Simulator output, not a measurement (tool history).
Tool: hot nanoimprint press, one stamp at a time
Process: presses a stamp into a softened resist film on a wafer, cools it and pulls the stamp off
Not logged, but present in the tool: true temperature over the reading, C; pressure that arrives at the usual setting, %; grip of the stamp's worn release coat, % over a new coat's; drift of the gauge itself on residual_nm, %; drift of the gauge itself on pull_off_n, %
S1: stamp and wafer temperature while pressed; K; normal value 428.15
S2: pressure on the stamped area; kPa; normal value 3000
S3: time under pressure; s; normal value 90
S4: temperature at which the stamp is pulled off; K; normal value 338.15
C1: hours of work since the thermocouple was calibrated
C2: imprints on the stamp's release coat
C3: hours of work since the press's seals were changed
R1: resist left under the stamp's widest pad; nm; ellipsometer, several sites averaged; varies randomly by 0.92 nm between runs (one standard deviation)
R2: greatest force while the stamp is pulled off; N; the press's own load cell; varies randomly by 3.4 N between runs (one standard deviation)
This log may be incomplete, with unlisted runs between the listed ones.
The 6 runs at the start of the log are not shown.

{"run": 7, "hour": 92.0, "S1": 428.15, "S2": 3000, "S3": 90, "S4": 338.15, "C1": 217, "C2": 352, "C3": 488, "R1": 135.6, "R2": 180}
{"run": 8, "hour": 107.6, "S1": 428.15, "S2": 3000, "S3": 90, "S4": 338.15, "C1": 227, "C2": 407, "C3": 497, "R1": 134.5, "R2": 188}
{"run": 9, "hour": 120.8, "S1": 428.15, "S2": 4430, "S3": 90, "S4": 338.15, "C1": 235, "C2": 453, "C3": 505, "R1": 107.3, "R2": 191}
{"run": 10, "hour": 143.2, "S1": 428.15, "S2": 4430, "S3": 90, "S4": 338.15, "C1": 248, "C2": 532, "C3": 519, "R1": 108, "R2": 188}
{"run": 11, "hour": 163.3, "S1": 428.15, "S2": 3000, "S3": 90, "S4": 346.15, "C1": 260, "C2": 602, "C3": 531, "R1": 134.2, "R2": 164}
{"hour": 179.4, "done": "plate thermocouple calibrated"}
{"run": 12, "hour": 188.0, "S1": 428.15, "S2": 3000, "S3": 90, "S4": 346.15, "C1": 5, "C2": 678, "C3": 544, "R1": 134.6, "R2": 169}
{"run": 13, "hour": 202.1, "S1": 428.15, "S2": 3000, "S3": 109, "S4": 338.15, "C1": 14, "C2": 728, "C3": 553, "R1": 126.8, "R2": 196}
{"run": 14, "hour": 211.8, "S1": 428.15, "S2": 3000, "S3": 109, "S4": 326.15, "C1": 20, "C2": 762, "C3": 559, "R1": 126.2, "R2": 252}
{"run": 15, "hour": 226.1, "S1": 438.15, "S2": 3000, "S3": 90, "S4": 338.15, "C1": 28, "C2": 812, "C3": 567, "R1": 99.1, "R2": 201}
{"run": 16, "hour": 238.3, "S1": 438.15, "S2": 3000, "S3": 90, "S4": 338.15, "C1": 36, "C2": 855, "C3": 575, "R1": 99.2, "R2": 214}
{"run": 17, "hour": 254.2, "S1": 438.15, "S2": 3000, "S3": 96, "S4": 327.15, "C1": 45, "C2": 911, "C3": 584, "R1": 97.2, "R2": 247}
{"run": 18, "hour": 274.6, "S1": 438.15, "S2": 3000, "S3": 96, "S4": 327.15, "C1": 58, "C2": 982, "C3": 597, "R1": 96, "R2": 244}
{"hour": 282.1, "done": "plate thermocouple calibrated, once more"}
{"run": 19, "hour": 290.2, "S1": 438.15, "S2": 3000, "S3": 96, "S4": 327.15, "C1": 5, "C2": 1026, "C3": 604, "R1": 92.8, "R2": 256}
{"run": 20, "hour": 301.6, "S1": 438.15, "S2": 2740, "S3": 96, "S4": 327.15, "C1": 12, "C2": 1066, "C3": 611, "R1": 96.6, "R2": 259}
{"hour": 327.2, "done": "stamp cleaned and given a new release coat"}
{"run": 21, "hour": 329.2, "S1": 435.15, "S2": 3000, "S3": 90, "S4": 329.15, "C1": 25, "C2": 7, "C3": 624, "R1": 104.6, "R2": 182}
{"run": 22, "hour": 342.2, "S1": 424.15, "S2": 4750, "S3": 90, "S4": 338.15, "C1": 33, "C2": 53, "C3": 632, "R1": 116.5, "R2": 159}
{"run": 23, "hour": 360.8, "S1": 424.15, "S2": 4190, "S3": 90, "S4": 329.15, "C1": 44, "C2": 118, "C3": 643, "R1": 125.5, "R2": 183}
{"run": 24, "hour": 370.4, "S1": 438.15, "S2": 2080, "S3": 139, "S4": 338.15, "C1": 50, "C2": 152, "C3": 649, "R1": 103.1, "R2": 166}
{"run": 25, "hour": 382.6, "S1": 428.15, "S2": 3000, "S3": 90, "S4": 329.15, "C1": 57, "C2": 194, "C3": 656, "R1": 132.1, "R2": 194}
{"run": 26, "hour": 403.9, "S1": 430.15, "S2": 4330, "S3": 132, "S4": 337.15, "C1": 70, "C2": 269, "C3": 669, "R1": 87.3, "R2": 179}
{"run": 27, "hour": 421.0, "S1": 425.15, "S2": 4120, "S3": 176, "S4": 328.15, "C1": 80, "C2": 329, "C3": 680, "R1": 96.7, "R2": 210}
{"run": 28, "hour": 431.4, "S1": 421.15, "S2": 2410, "S3": 74, "S4": 341.15, "C1": 87, "C2": 366, "C3": 686, "R1": 199.3, "R2": 174}
{"run": 29, "hour": 443.4, "S1": 421.15, "S2": 2410, "S3": 74, "S4": 341.15, "C1": 94, "C2": 408, "C3": 693, "R1": 199.6, "R2": 173}
{"run": 30, "hour": 452.8, "S1": 421.15, "S2": 2410, "S3": 74, "S4": 341.15, "C1": 99, "C2": 441, "C3": 699, "R1": 200.9, "R2": 178}
{"run": 31, "hour": 465.6, "S1": 436.15, "S2": 3410, "S3": 100, "S4": 332.15, "C1": 107, "C2": 486, "C3": 706, "R1": 92.2, "R2": 204}

3 options for the next run, each taken on its own from the tool as it stands now. Forecast them:
{"run": "A", "hour": 481.6, "S1": 436.15, "S2": 3410, "S3": 100, "S4": 327.15, "C1": 117, "C2": 542, "C3": 716, "R1": "?", "R2": "?"}
{"run": "B", "hour": 481.6, "S1": 427.15, "S2": 3000, "S3": 116, "S4": 338.15, "C1": 117, "C2": 542, "C3": 716, "R1": "?", "R2": "?"}
{"run": "C", "hour": 481.6, "S1": 428.15, "S2": 3000, "S3": 114, "S4": 338.15, "C1": 117, "C2": 542, "C3": 716, "R1": "?", "R2": "?"}

run=A R1=91.9 R2=218
run=B R1=126.2 R2=190
run=C R1=122.2 R2=192
Stripped of hidden state, with their random variation kept, the same runs would have yielded:
run=A R1=88.1 R2=186
run=B R1=121.6 R2=161
run=C R1=117.6 R2=163
